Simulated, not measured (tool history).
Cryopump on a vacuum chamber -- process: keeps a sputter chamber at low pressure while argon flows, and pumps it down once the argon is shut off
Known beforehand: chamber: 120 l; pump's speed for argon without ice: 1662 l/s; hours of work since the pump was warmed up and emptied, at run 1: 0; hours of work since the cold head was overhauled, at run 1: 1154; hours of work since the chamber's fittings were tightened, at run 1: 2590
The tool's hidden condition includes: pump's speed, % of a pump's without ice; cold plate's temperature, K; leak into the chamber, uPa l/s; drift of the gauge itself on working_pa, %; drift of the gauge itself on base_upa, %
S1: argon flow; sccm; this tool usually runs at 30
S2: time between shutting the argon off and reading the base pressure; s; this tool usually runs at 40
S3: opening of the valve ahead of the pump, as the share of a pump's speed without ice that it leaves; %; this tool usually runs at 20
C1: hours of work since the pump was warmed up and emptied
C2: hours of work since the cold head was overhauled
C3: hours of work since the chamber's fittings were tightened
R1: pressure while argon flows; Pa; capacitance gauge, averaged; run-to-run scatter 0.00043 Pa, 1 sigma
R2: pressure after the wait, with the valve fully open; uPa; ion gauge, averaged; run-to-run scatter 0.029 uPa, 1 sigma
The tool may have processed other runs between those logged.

| run | hour | S1 | S2 | S3 | C1 | C2 | C3 | R1 | R2 |
|---|---|---|---|---|---|---|---|---|---|
| 1 | 0 | 30 | 40 | 20 | 0 | 1154 | 2590 | 0.1526 | 2.04 |
| 2 | 54.5 | 30 | 40 | 20 | 38 | 1192 | 2628 | 0.1535 | 2.04 |
| 3 | 105.9 | 30 | 40 | 20 | 74 | 1227 | 2663 | 0.1531 | 2.05 |
| 4 | 160.8 | 30 | 40 | 20 | 112 | 1266 | 2702 | 0.1536 | 2.01 |
|  | 211.4 | leaking fittings of the chamber tightened, without venting |
| 5 | 211.4 | 30 | 40 | 42 | 146 | 1299 | 0 | 0.0738 | 1.44 |
| 6 | 303.5 | 30 | 40 | 20 | 210 | 1364 | 64 | 0.1543 | 1.44 |
| 7 | 360.4 | 30 | 40 | 31 | 250 | 1403 | 104 | 0.1 | 1.42 |

Expected results for the next run?
| 8 | 412.5 | 30 | 40 | 31 | 286 | 1440 | 140 | ? | ? |

R1: 0.1004 Pa
R2: 1.44 uPa
With the hidden condition absent and the run-to-run variation left alone, this run would have shown R1 0.0984 Pa, R2 1.36 uPa.
